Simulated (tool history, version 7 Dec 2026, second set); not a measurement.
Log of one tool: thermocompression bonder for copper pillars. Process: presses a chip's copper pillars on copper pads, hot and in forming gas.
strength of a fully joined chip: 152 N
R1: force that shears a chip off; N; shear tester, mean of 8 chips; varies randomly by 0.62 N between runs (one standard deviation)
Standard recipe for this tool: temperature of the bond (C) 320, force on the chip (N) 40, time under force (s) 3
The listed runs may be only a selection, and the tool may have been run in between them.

{"run": 1, "hour": 0.0, "temperature of the bond (C)": 320, "force on the chip (N)": 40, "time under force (s)": 3, "R1": 104.9}
{"hour": 16.7, "done": "forming gas filter changed"}
{"run": 2, "hour": 29.5, "temperature of the bond (C)": 317, "force on the chip (N)": 40, "time under force (s)": 3, "R1": 102.0}
{"run": 3, "hour": 61.1, "temperature of the bond (C)": 342, "force on the chip (N)": 40, "time under force (s)": 3, "R1": 124.4}
{"run": 4, "hour": 104.5, "temperature of the bond (C)": 342, "force on the chip (N)": 40, "time under force (s)": 3, "R1": 125.2}
{"run": 5, "hour": 146.3, "temperature of the bond (C)": 320, "force on the chip (N)": 40, "time under force (s)": 3, "R1": 106.0}
{"run": 6, "hour": 180.6, "temperature of the bond (C)": 321, "force on the chip (N)": 42, "time under force (s)": 2, "R1": 98.6}
{"run": 7, "hour": 200.3, "temperature of the bond (C)": 302, "force on the chip (N)": 58, "time under force (s)": 7, "R1": 130.9}
{"hour": 226.2, "done": "forming gas filter changed"}
{"run": 8, "hour": 235.4, "temperature of the bond (C)": 302, "force on the chip (N)": 58, "time under force (s)": 7, "R1": 130.8}
{"run": 9, "hour": 261.7, "temperature of the bond (C)": 320, "force on the chip (N)": 25, "time under force (s)": 8, "R1": 103.6}
{"run": 10, "hour": 304.4, "temperature of the bond (C)": 320, "force on the chip (N)": 49, "time under force (s)": 8, "R1": 138.7}

Each row is a separate what-if for the run after 10, all from the same tool condition, not one after another. Results?
{"run": "A", "hour": 339.1, "temperature of the bond (C)": 313, "force on the chip (N)": 29, "time under force (s)": 4, "R1": "?"}
{"run": "B", "hour": 339.1, "temperature of the bond (C)": 320, "force on the chip (N)": 49, "time under force (s)": 6, "R1": "?"}
{"run": "C", "hour": 339.1, "temperature of the bond (C)": 320, "force on the chip (N)": 28, "time under force (s)": 8, "R1": "?"}

run=A R1=87.2
run=B R1=133.8
run=C R1=110.3
The same runs, with their run-to-run variation unchanged, on a tool lacking any hidden condition would have given:
run=A R1=87.3
run=B R1=134.0
run=C R1=110.4
